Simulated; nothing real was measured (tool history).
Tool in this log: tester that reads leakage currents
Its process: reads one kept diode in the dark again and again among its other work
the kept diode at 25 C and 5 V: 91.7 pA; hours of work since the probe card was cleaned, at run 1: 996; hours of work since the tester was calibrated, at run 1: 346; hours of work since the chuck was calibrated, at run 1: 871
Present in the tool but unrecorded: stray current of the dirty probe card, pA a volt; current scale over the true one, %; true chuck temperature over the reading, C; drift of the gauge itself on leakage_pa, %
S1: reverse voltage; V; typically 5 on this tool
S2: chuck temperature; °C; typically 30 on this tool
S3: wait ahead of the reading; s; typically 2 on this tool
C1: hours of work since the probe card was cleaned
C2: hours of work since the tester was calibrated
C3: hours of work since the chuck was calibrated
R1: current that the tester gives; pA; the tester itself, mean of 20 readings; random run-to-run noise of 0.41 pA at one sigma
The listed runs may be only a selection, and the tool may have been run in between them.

Run 1, hour 0: usual settings; C1 996; C2 346; C3 871. Result: R1 156.13 pA.
Run 2, hour 110.5: usual settings; C1 1056; C2 405; C3 930. Result: R1 159.2 pA.
Run 3, hour 197.3: usual settings; C1 1103; C2 452; C3 977. Result: R1 158.6 pA.
Run 4, hour 328.4: usual settings but S2 23 °C; C1 1173; C2 522; C3 1048. Result: R1 95.73 pA.
At hour 466.2: chuck's temperature calibrated.
Run 5, hour 473.3: usual settings but S2 23 °C; C1 1250; C2 599; C3 4. Result: R1 82.13 pA.
Run 6, hour 589.4: usual settings but S2 23 °C; C1 1313; C2 662; C3 66. Result: R1 82.68 pA.
At hour 604.3: probe card cleaned and baked.
Run 7, hour 683.6: usual settings; C1 43; C2 711; C3 115. Result: R1 139.98 pA.
Run 8, hour 792.7: usual settings; C1 101; C2 770; C3 174. Result: R1 142.27 pA.
Run 9, hour 867.8: usual settings but S1 2.04 V, S2 50 °C, S3 0.86 s; C1 142; C2 810; C3 215. Result: R1 399.06 pA.
Run 10, hour 939.7: usual settings but S1 2.04 V, S2 50 °C, S3 0.86 s; C1 181; C2 849; C3 253. Result: R1 403.1 pA.
Run 11, hour 1001.7: usual settings but S1 2.04 V, S2 50 °C, S3 0.86 s; C1 214; C2 882; C3 287. Result: R1 402.23 pA.
At hour 1069.7: probe card cleaned and baked, once more.
Run 12, hour 1080.3: usual settings but S1 2.04 V, S2 50 °C, S3 0.86 s; C1 6; C2 923; C3 327. Result: R1 404.81 pA.
Run 13, hour 1176: usual settings but S1 2.01 V, S3 0.86 s; C1 57; C2 974; C3 379. Result: R1 98.66 pA.
Run 14, hour 1302.5: usual settings but S1 6.29 V, S3 0.57 s; C1 125; C2 1042; C3 447. Result: R1 162.36 pA.

3 ways to go on from here, each from the tool as it stands after run 14. What would each give?
Run A, hour 1428.3: usual settings but S1 4.93 V; C1 193; C2 1110; C3 515. Result: R1 ?.
Run B, hour 1428.3: usual settings but S1 18.01 V, S2 34 °C, S3 1.97 s; C1 193; C2 1110; C3 515. Result: R1 ?.
Run C, hour 1428.3: usual settings but S1 13.15 V; C1 193; C2 1110; C3 515. Result: R1 ?.

run      R1
  A  146.08
  B  330.63
  C  217.11
Without the tool's unlogged condition, the same runs would have read:
run      R1
  A  134.98
  B  305.61
  C  200.27
